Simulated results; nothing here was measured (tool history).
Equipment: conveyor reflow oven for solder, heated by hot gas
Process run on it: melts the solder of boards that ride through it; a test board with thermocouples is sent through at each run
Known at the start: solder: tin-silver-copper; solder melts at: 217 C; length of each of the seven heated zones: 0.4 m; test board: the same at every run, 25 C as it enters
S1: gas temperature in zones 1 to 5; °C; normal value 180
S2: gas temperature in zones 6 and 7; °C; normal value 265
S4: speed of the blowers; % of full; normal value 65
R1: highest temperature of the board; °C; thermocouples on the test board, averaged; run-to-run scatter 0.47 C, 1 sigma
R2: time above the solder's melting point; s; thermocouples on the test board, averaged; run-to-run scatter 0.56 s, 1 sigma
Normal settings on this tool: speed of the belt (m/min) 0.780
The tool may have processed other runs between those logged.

run 1 hour=0.0 | S1=180 S2=265 speed_of_the_belt_(m/min)=0.780 S4=65 | R1=248.8 R2=46.0
run 2 hour=6.0 | S1=180 S2=265 speed_of_the_belt_(m/min)=0.780 S4=65 | R1=250.0 R2=46.2
run 3 hour=12.0 | S1=180 S2=265 speed_of_the_belt_(m/min)=0.780 S4=65 | R1=248.7 R2=46.3
run 4 hour=18.0 | S1=180 S2=265 speed_of_the_belt_(m/min)=0.780 S4=65 | R1=248.7 R2=45.7
run 5 hour=25.4 | S1=180 S2=265 speed_of_the_belt_(m/min)=0.780 S4=65 | R1=248.8 R2=45.5
run 6 hour=33.8 | S1=180 S2=265 speed_of_the_belt_(m/min)=0.780 S4=65 | R1=248.6 R2=45.6
run 7 hour=42.8 | S1=180 S2=265 speed_of_the_belt_(m/min)=0.780 S4=65 | R1=249.0 R2=46.3
run 8 hour=51.1 | S1=180 S2=261 speed_of_the_belt_(m/min)=0.780 S4=65 | R1=244.1 R2=44.1
run 9 hour=56.7 | S1=186 S2=265 speed_of_the_belt_(m/min)=0.780 S4=65 | R1=249.7 R2=48.3
run 10 hour=62.1 | S1=186 S2=265 speed_of_the_belt_(m/min)=0.780 S4=65 | R1=250.5 R2=48.7
run 11 hour=68.5 | S1=180 S2=265 speed_of_the_belt_(m/min)=0.624 S4=65 | R1=255.0 R2=63.1
run 12 hour=77.4 | S1=180 S2=265 speed_of_the_belt_(m/min)=0.624 S4=65 | R1=255.1 R2=63.4
run 13 hour=84.1 | S1=180 S2=265 speed_of_the_belt_(m/min)=0.624 S4=65 | R1=254.7 R2=63.8
run 14 hour=89.2 | S1=180 S2=265 speed_of_the_belt_(m/min)=0.624 S4=65 | R1=254.6 R2=63.5
run 15 hour=95.3 | S1=180 S2=265 speed_of_the_belt_(m/min)=0.624 S4=65 | R1=254.3 R2=62.7
run 16 hour=105.1 | S1=180 S2=265 speed_of_the_belt_(m/min)=0.780 S4=65 | R1=247.2 R2=45.3
-- hour=109.7 belt drive overhauled, speed set with a stopwatch
run 17 hour=113.3 | S1=180 S2=265 speed_of_the_belt_(m/min)=0.780 S4=63 | R1=247.7 R2=45.2
run 18 hour=119.1 | S1=180 S2=265 speed_of_the_belt_(m/min)=0.780 S4=63 | R1=247.8 R2=44.4
run 19 hour=125.3 | S1=167 S2=277 speed_of_the_belt_(m/min)=0.643 S4=54 | R1=260.6 R2=59.7
run 20 hour=129.7 | S1=175 S2=260 speed_of_the_belt_(m/min)=0.780 S4=71 | R1=244.2 R2=41.7
run 21 hour=136.1 | S1=186 S2=266 speed_of_the_belt_(m/min)=0.780 S4=54 | R1=248.7 R2=45.9
run 22 hour=143.4 | S1=180 S2=265 speed_of_the_belt_(m/min)=0.747 S4=65 | R1=249.7 R2=48.9
run 23 hour=152.4 | S1=180 S2=275 speed_of_the_belt_(m/min)=0.702 S4=65 | R1=260.5 R2=58.8
-- hour=159.6 belt drive overhauled, speed set with a stopwatch, once more
run 24 hour=164.2 | S1=180 S2=265 speed_of_the_belt_(m/min)=0.827 S4=65 | R1=246.2 R2=40.4
run 25 hour=173.5 | S1=180 S2=272 speed_of_the_belt_(m/min)=0.743 S4=60 | R1=254.1 R2=51.4
run 26 hour=182.0 | S1=188 S2=276 speed_of_the_belt_(m/min)=0.934 S4=60 | R1=250.7 R2=40.4
run 27 hour=188.4 | S1=171 S2=266 speed_of_the_belt_(m/min)=0.791 S4=65 | R1=246.2 R2=40.0
run 28 hour=195.5 | S1=180 S2=277 speed_of_the_belt_(m/min)=0.780 S4=56 | R1=255.6 R2=49.3
run 29 hour=201.8 | S1=180 S2=275 speed_of_the_belt_(m/min)=0.817 S4=74 | R1=257.2 R2=48.2
run 30 hour=208.7 | S1=180 S2=276 speed_of_the_belt_(m/min)=0.755 S4=74 | R1=259.9 R2=53.9
run 31 hour=213.0 | S1=185 S2=278 speed_of_the_belt_(m/min)=0.825 S4=74 | R1=260.1 R2=50.2
run 32 hour=219.2 | S1=177 S2=278 speed_of_the_belt_(m/min)=0.677 S4=65 | R1=263.3 R2=60.0

Results for each run, recomputed without the tool's hidden state and with each run's random variation untouched:
What the log doesn't record here: heat that the gas passes to the board, % of a clean oven's; belt's true speed, % of the reading; true gas temperature in zones 6 and 7 over the reading, C; drift of the gauge itself on peak_c, C; drift of the gauge itself on liquid_s, %.
run=1 R1=249.6 R2=46.3
run=2 R1=250.9 R2=46.6
run=3 R1=249.6 R2=46.7
run=4 R1=249.6 R2=46.1
run=5 R1=249.7 R2=45.9
run=6 R1=249.6 R2=46.1
run=7 R1=250.1 R2=46.8
run=8 R1=245.2 R2=44.8
run=9 R1=250.8 R2=48.8
run=10 R1=251.7 R2=49.2
run=11 R1=256.1 R2=63.5
run=12 R1=256.1 R2=63.7
run=13 R1=255.8 R2=64.2
run=14 R1=255.8 R2=63.9
run=15 R1=255.4 R2=63.1
run=16 R1=248.6 R2=46.2
run=17 R1=249.2 R2=46.0
run=18 R1=249.3 R2=45.3
run=19 R1=262.0 R2=60.1
run=20 R1=245.8 R2=42.8
run=21 R1=250.2 R2=46.6
run=22 R1=251.3 R2=49.7
run=23 R1=262.2 R2=59.2
run=24 R1=248.5 R2=42.3
run=25 R1=256.2 R2=53.0
run=26 R1=253.3 R2=42.2
run=27 R1=248.7 R2=42.2
run=28 R1=258.0 R2=50.9
run=29 R1=259.9 R2=49.8
run=30 R1=262.4 R2=55.4
run=31 R1=262.8 R2=51.6
run=32 R1=265.6 R2=61.4
